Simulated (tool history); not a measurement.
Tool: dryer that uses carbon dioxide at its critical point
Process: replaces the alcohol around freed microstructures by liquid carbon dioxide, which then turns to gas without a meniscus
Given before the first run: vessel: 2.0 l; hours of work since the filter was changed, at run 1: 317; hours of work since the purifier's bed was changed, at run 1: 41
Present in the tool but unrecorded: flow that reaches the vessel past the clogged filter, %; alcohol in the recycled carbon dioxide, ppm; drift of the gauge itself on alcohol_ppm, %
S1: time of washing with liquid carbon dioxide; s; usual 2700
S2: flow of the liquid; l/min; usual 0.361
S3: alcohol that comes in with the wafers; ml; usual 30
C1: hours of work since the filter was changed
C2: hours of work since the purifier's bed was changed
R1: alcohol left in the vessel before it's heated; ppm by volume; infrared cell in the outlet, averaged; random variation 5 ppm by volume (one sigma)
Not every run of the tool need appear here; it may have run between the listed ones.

run,hour,S1,S2,S3,C1,C2,R1
1,0,2700,0.361,30,317,41,19
2,7.6,2700,0.474,30,323,47,6
3,15.1,2700,0.474,30,328,52,2
4,19.2,2700,0.361,66,331,55,32
5,23.4,2700,0.361,66,334,58,38
6,31.9,3120,0.361,30,340,64,14
7,37.4,3120,0.361,30,344,67,16
8,43.4,3120,0.361,30,348,72,19
9,49.8,2700,0.481,30,352,76,11
10,57.8,2700,0.481,30,358,82,8
11,66.4,2700,0.481,30,364,88,10
12,73,1980,0.361,30,369,92,95
13,82.1,3180,0.361,30,375,99,17
14,88.6,2700,0.361,21,379,103,24
15,94.1,2700,0.361,21,383,107,19
16,100.8,2700,0.361,21,388,112,22
17,107,2700,0.361,30,392,116,21
18,111,2700,0.361,30,395,119,29
19,115.8,2700,0.426,24,399,122,12
20,122.4,2700,0.426,24,403,127,15
21,128.9,2460,0.426,39,408,132,27
22,138,3420,0.426,54,414,138,17
23,145.8,3420,0.426,71,420,143,24
24,155.3,3420,0.426,71,426,150,17
25,161.2,3900,0.361,21,430,154,7
26,168.9,3900,0.361,21,436,160,19
27,177.6,3900,0.361,21,442,166,21
28,186.7,1920,0.393,73,448,172,182
29,192.1,3240,0.346,28,452,176,18
30,199.5,3840,0.224,81,457,181,102
31,205.9,2700,0.6,21,462,185,20
32,215.1,2700,0.6,21,468,192,22
33,220.9,1620,0.6,105,472,196,82

What if the next run were any one of these 5? Each begins from the tool's condition after run 33:
A,225.8,1920,0.361,30,476,199,?
B,225.8,2700,0.361,44,476,199,?
C,225.8,3300,0.6,26,476,199,?
D,225.8,2760,0.361,30,476,199,?
E,225.8,3120,0.6,82,476,199,?

run,R1
A,122
B,42
C,23
D,21
E,25
The same runs, with their run-to-run variation unchanged, on a tool lacking any hidden condition would have given:
run,R1
A,77
B,19
C,8
D,1
E,10
